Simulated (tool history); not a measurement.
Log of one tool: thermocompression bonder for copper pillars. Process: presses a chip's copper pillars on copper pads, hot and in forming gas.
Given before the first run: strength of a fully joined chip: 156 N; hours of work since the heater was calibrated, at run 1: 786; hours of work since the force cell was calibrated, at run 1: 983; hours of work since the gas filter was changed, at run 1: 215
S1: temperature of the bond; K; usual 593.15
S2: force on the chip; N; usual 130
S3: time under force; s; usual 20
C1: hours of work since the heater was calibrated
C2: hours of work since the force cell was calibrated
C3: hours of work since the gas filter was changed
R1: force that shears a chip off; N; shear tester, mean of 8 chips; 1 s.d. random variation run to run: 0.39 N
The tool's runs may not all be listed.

run	hour	S1	S2	S3	C1	C2	C3	R1
1	0.0	593.15	130	20	786	983	215	116.0
2	28.8	593.15	130	20	800	998	229	116.2
3	68.4	593.15	179	20	820	1017	249	132.0
4	104.1	593.15	179	20	837	1035	266	131.2
5	132.6	593.15	130	20	851	1049	280	116.0
6	150.4	593.15	130	20	860	1058	289	115.3
7	173.8	593.15	130	20	872	1069	301	114.8
8	195.5	593.15	141	20	882	1080	311	119.3
9	233.9	605.15	130	20	901	1099	330	124.3
10	255.6	605.15	130	20	912	1110	341	123.6
11	277.7	610.15	133	20	923	1121	352	127.7
12	314.7	593.15	181	13	941	1139	370	121.2
13	345.4	564.15	194	20	956	1154	385	113.0
14	385.8	613.15	87	33	976	1174	405	121.4
15	425.0	589.15	130	22	996	1193	425	114.4
# hour 449.7: forming gas filter changed
16	451.9	607.15	194	14	1009	1206	1	133.3

Below are 5 alternative next runs, each starting from the tool's condition after run 16. Predict each:
A	492.0	573.15	178	20	1028	1226	21	?
B	492.0	595.15	127	14	1028	1226	21	?
C	492.0	595.15	186	38	1028	1226	21	?
D	492.0	594.15	130	20	1028	1226	21	?
E	492.0	595.15	130	20	1028	1226	21	?

run	R1
A	114.6
B	105.2
C	143.6
D	115.7
E	115.9
With the hidden condition removed and each run's random variation left untouched, the same runs would have given:
run	R1
A	116.6
B	107.0
C	146.1
D	117.7
E	117.9
